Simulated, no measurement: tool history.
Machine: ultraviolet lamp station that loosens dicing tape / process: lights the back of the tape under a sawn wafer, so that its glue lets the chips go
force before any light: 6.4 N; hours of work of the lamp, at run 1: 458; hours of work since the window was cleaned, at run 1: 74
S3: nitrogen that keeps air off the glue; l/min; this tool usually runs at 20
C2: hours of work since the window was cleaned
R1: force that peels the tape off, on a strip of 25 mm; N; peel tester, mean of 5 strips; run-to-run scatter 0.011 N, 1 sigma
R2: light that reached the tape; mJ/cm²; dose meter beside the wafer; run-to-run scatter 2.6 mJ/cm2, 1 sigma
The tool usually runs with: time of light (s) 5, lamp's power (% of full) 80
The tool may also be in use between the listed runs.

Run 1, hour 0: usual settings; hours of work of the lamp 458; C2 74. Result: R1 0.642 N, R2 307 mJ/cm².
Run 2, hour 19.2: usual settings; hours of work of the lamp 468; C2 85. Result: R1 0.635 N, R2 292 mJ/cm².
Run 3, hour 40.9: usual settings; hours of work of the lamp 480; C2 96. Result: R1 0.658 N, R2 298 mJ/cm².
Run 4, hour 81.2: usual settings; hours of work of the lamp 501; C2 118. Result: R1 0.697 N, R2 293 mJ/cm².
Run 5, hour 119.2: usual settings but time of light (s) 3; hours of work of the lamp 522; C2 138. Result: R1 1.624 N, R2 176 mJ/cm².
Run 6, hour 162.1: usual settings but time of light (s) 3; hours of work of the lamp 545; C2 161. Result: R1 1.637 N, R2 168 mJ/cm².
Run 7, hour 199: usual settings; hours of work of the lamp 564; C2 181. Result: R1 0.752 N, R2 273 mJ/cm².
Run 8, hour 218.7: usual settings; hours of work of the lamp 575; C2 191. Result: R1 0.72 N, R2 276 mJ/cm².
Run 9, hour 251.8: usual settings but S3 7 l/min; hours of work of the lamp 593; C2 209. Result: R1 1.569 N, R2 271 mJ/cm².
Run 10, hour 283.1: usual settings but S3 7 l/min; hours of work of the lamp 609; C2 226. Result: R1 1.573 N, R2 264 mJ/cm².
At hour 289.2: window cleaned of glue's vapour.
Run 11, hour 307.2: usual settings but time of light (s) 7, S3 7 l/min; hours of work of the lamp 622; C2 10. Result: R1 0.982 N, R2 363 mJ/cm².
Run 12, hour 326.9: usual settings but time of light (s) 3, lamp's power (% of full) 81, S3 33 l/min; hours of work of the lamp 632; C2 20. Result: R1 1.462 N, R2 157 mJ/cm².
Run 13, hour 369.5: usual settings but time of light (s) 3, lamp's power (% of full) 81, S3 33 l/min; hours of work of the lamp 655; C2 43. Result: R1 1.498 N, R2 152 mJ/cm².
Run 14, hour 390.1: usual settings but time of light (s) 3, lamp's power (% of full) 87, S3 29 l/min; hours of work of the lamp 666; C2 54. Result: R1 1.45 N, R2 164 mJ/cm².
Run 15, hour 410.1: usual settings but time of light (s) 2, lamp's power (% of full) 87, S3 29 l/min; hours of work of the lamp 677; C2 65. Result: R1 2.37 N, R2 113 mJ/cm².
Run 16, hour 434.8: usual settings but time of light (s) 4, lamp's power (% of full) 98, S3 36 l/min; hours of work of the lamp 690; C2 78. Result: R1 0.681 N, R2 241 mJ/cm².
Run 17, hour 476.9: usual settings but time of light (s) 4, lamp's power (% of full) 98, S3 17 l/min; hours of work of the lamp 713; C2 100. Result: R1 1.132 N, R2 236 mJ/cm².

What if the next run were any one of these 4? Each begins from the tool's condition after run 17:
At hour 482.9: window cleaned of glue's vapour, once more.
Run A, hour 495.1: usual settings but time of light (s) 2, lamp's power (% of full) 70, S3 37 l/min; hours of work of the lamp 722; C2 7. Result: R1 ?, R2 ?.
At hour 482.9: window cleaned of glue's vapour, once more.
Run B, hour 495.1: usual settings but time of light (s) 2, lamp's power (% of full) 98, S3 14 l/min; hours of work of the lamp 722; C2 7. Result: R1 ?, R2 ?.
At hour 482.9: window cleaned of glue's vapour, once more.
Run C, hour 495.1: usual settings but time of light (s) 4, lamp's power (% of full) 76, S3 17 l/min; hours of work of the lamp 722; C2 7. Result: R1 ?, R2 ?.
At hour 482.9: window cleaned of glue's vapour, once more.
Run D, hour 495.1: usual settings but time of light (s) 6; hours of work of the lamp 722; C2 7. Result: R1 ?, R2 ?.

run     R1   R2
  A  2.284  106
  B  2.279  145
  C  1.198  231
  D  0.462  356
Without the tool's unlogged condition, the same runs would have read:
run     R1   R2
  A  1.962  122
  B  1.955  167
  C  0.945  266
  D  0.345  410
